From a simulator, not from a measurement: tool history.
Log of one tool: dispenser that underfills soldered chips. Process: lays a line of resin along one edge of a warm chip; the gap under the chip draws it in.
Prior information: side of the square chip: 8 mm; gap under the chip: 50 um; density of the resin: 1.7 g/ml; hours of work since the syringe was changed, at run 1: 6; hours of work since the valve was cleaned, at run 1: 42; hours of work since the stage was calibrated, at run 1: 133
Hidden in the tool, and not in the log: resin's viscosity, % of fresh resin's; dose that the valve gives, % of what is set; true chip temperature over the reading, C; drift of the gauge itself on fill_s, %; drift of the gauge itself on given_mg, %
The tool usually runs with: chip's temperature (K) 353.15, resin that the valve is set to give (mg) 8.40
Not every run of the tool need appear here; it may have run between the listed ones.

run,hour,chip's temperature (K),resin that the valve is set to give (mg),hours of work since the syringe was changed,hours of work since the valve was cleaned,hours of work since the stage was calibrated,time until the resin shows at the far edge (s),resin that the valve gave (mg)
1,0.0,353.15,8.40,6,42,133,110.9,8.16
2,4.2,356.15,8.40,9,45,136,113.2,8.17
# hour 7.2: new syringe of resin
3,8.1,356.15,7.42,1,47,138,85.0,7.19
4,12.6,356.15,7.42,4,50,141,95.2,7.17
5,15.6,356.15,7.42,6,52,143,104.2,7.15
6,21.4,356.15,7.42,10,57,148,122.5,7.18
# hour 22.6: new syringe of resin
7,24.6,356.15,7.42,1,59,150,88.9,7.16
8,29.7,356.15,7.42,5,62,153,103.0,7.15
# hour 32.9: dispensing valve cleaned and set on the balance
9,34.4,356.15,7.42,7,1,156,110.1,7.42
# hour 38.8: new syringe of resin
10,40.5,350.15,8.40,1,5,160,105.1,8.39
11,46.2,342.15,8.40,5,9,164,162.3,8.36
12,51.9,342.15,8.40,9,13,168,186.1,8.33
# hour 54.4: new syringe of resin
13,58.2,342.15,8.40,3,17,172,143.3,8.29
14,62.4,361.15,8.40,6,20,175,85.4,8.28
15,66.9,361.15,8.40,9,23,178,99.8,8.28
# hour 69.7: new syringe of resin
16,71.7,342.15,8.40,1,26,181,139.9,8.24
17,75.4,353.15,8.99,4,29,184,106.9,8.81
18,78.2,353.15,8.99,6,31,185,114.6,8.81
19,82.9,363.15,8.40,9,34,189,95.9,8.23
# hour 85.1: new syringe of resin
20,85.7,363.15,8.40,0,36,191,67.9,8.22
21,89.2,363.15,8.40,3,38,193,73.9,8.20
22,93.7,363.15,8.40,6,42,196,83.2,8.17
23,96.6,363.15,8.40,8,43,198,91.1,8.18
# hour 100.5: new syringe of resin
24,102.0,343.15,7.67,1,47,202,134.8,7.44
25,107.5,343.15,7.67,5,51,205,158.0,7.38
26,113.5,343.15,7.67,9,55,210,187.1,7.40
# hour 115.7: new syringe of resin
27,117.2,353.15,7.56,1,57,212,97.2,7.27
28,122.2,353.15,7.56,5,61,215,114.4,7.27
# hour 127.1: dispensing valve cleaned and set on the balance
29,127.1,353.15,8.39,7,0,218,124.7,8.34
# hour 132.0: new syringe of resin
30,132.2,364.15,8.79,0,3,222,64.3,8.77
31,136.6,353.15,8.79,3,6,225,104.4,8.74
32,142.2,353.15,8.79,7,10,228,122.3,8.69
33,146.8,353.15,8.79,10,14,232,138.0,8.66
# hour 147.5: new syringe of resin
34,151.4,353.15,8.79,3,17,235,100.0,8.64
35,156.1,348.15,7.43,6,20,238,141.9,7.31

3 options for the next run, each taken on its own from the tool as it stands now. Forecast them:
A,160.9,355.15,8.02,9,23,241,?,?
B,160.9,351.15,8.71,9,23,241,?,?
C,160.9,340.15,7.55,9,23,241,?,?

run,time until the resin shows at the far edge (s),resin that the valve gave (mg)
A,129.4,7.84
B,141.0,8.54
C,217.5,7.42
Had the tool no hidden state, the same runs would have come out as:
run,time until the resin shows at the far edge (s),resin that the valve gave (mg)
A,83.4,7.99
B,91.2,8.71
C,139.5,7.57
